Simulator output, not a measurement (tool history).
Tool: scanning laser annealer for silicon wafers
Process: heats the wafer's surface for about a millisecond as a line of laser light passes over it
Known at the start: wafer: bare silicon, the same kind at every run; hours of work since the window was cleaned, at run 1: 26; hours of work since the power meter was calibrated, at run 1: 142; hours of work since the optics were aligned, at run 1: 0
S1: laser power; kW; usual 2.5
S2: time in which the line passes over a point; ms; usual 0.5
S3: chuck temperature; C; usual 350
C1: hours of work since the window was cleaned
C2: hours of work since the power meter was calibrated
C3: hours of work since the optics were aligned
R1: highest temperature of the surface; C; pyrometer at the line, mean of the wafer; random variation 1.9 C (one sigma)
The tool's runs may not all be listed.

run,hour,S1,S2,S3,C1,C2,C3,R1
1,0,2.5,0.5,350,26,142,0,1189
2,6.6,2.684,0.5,350,30,146,4,1268
3,20.2,2.684,0.5,350,38,154,12,1264
4,29.2,2.684,0.5,350,44,160,18,1257
5,40.4,2.684,0.5,350,51,167,25,1259
6,50.9,2.5,0.5,350,57,173,31,1184
7,56.8,2.5,0.5,350,61,177,35,1186
8,63.7,2.5,0.5,372,65,181,39,1206
9,73.6,2.5,0.5,350,71,187,45,1187
10,80.8,2.5,0.5,350,76,192,50,1182
11,94.3,2.5,0.5,350,84,200,58,1183
12,100.4,2.5,0.5,350,88,204,62,1187
13,109.8,2.5,0.5,350,94,209,68,1185
14,119.2,2.5,0.5,384,99,215,74,1217
15,125.1,2.5,0.5,384,103,219,77,1217
16,131.6,2.5,0.5,350,107,223,81,1179
17,140.7,2.5,0.5,350,113,229,87,1180
18,151.2,2.415,0.5,350,119,235,93,1149
19,163.2,2.415,0.5,350,127,242,101,1150
20,171.6,2.617,0.5,350,132,248,106,1229
21,180.2,2.617,0.5,350,137,253,111,1225
22,186.1,2.416,0.611,318,141,257,115,1186
# hour 189.2: window over the wafer cleaned
23,200.7,2.416,0.611,318,7,264,123,1178
24,214.9,2.416,0.611,318,16,273,131,1176
25,220.8,2.5,0.6,332,20,277,135,1220
26,227.5,2.279,0.351,379,24,281,139,1010
27,241.4,2.279,0.351,379,32,290,148,1014
28,254.4,2.279,0.351,320,40,298,156,955
29,260.2,2.48,0.465,378,44,301,159,1167
# hour 263.2: window over the wafer cleaned, once more
30,268.2,2.418,0.545,314,3,305,163,1147
31,278.1,2.443,0.439,338,9,311,169,1110
32,289,2.701,0.537,350,16,318,176,1289
33,295.4,2.701,0.537,350,20,322,180,1291
34,307.3,2.5,0.516,356,27,329,187,1198
35,318.9,2.369,0.516,326,34,336,195,1116
36,331.9,2.225,0.516,387,42,344,202,1121
37,344.8,2.741,0.511,388,50,352,210,1326
38,352.6,2.5,0.403,350,55,357,215,1112
39,360,2.674,0.61,352,60,362,220,1332

Hidden state or all else? Some run-to-run changes of R1, split into what the settings, what came in and random variation would give without the hidden state, and what is left for the hidden state (with any gauge scatter that isn't in both results):
The hidden state here: light that passes the window, % of a clean one's; laser's true power over the reading, %; width of the line over the set one, %; drift of the gauge itself on peak_c, C.
Run 22 -> 23: window over the wafer cleaned. R1 -8 C: hidden state -4, all else -4.
Run 25 -> 26: S1 2.5 -> 2.279, S2 0.6 -> 0.351, S3 332 -> 379. R1 -210 C: hidden state +5, all else -215.
Run 28 -> 29: S1 2.279 -> 2.48, S2 0.351 -> 0.465, S3 320 -> 378. R1 +212 C: hidden state -4, all else +216.
Run 29 -> 30: S1 2.48 -> 2.418, S2 0.465 -> 0.545, S3 378 -> 314, window over the wafer cleaned, once more. R1 -20 C: hidden state +12, all else -32.
Run 37 -> 38: S1 2.741 -> 2.5, S2 0.511 -> 0.403, S3 388 -> 350. R1 -214 C: hidden state +3, all else -217.
Run 38 -> 39: S1 2.5 -> 2.674, S2 0.403 -> 0.61, S3 350 -> 352. R1 +220 C: hidden state -4, all else +224.

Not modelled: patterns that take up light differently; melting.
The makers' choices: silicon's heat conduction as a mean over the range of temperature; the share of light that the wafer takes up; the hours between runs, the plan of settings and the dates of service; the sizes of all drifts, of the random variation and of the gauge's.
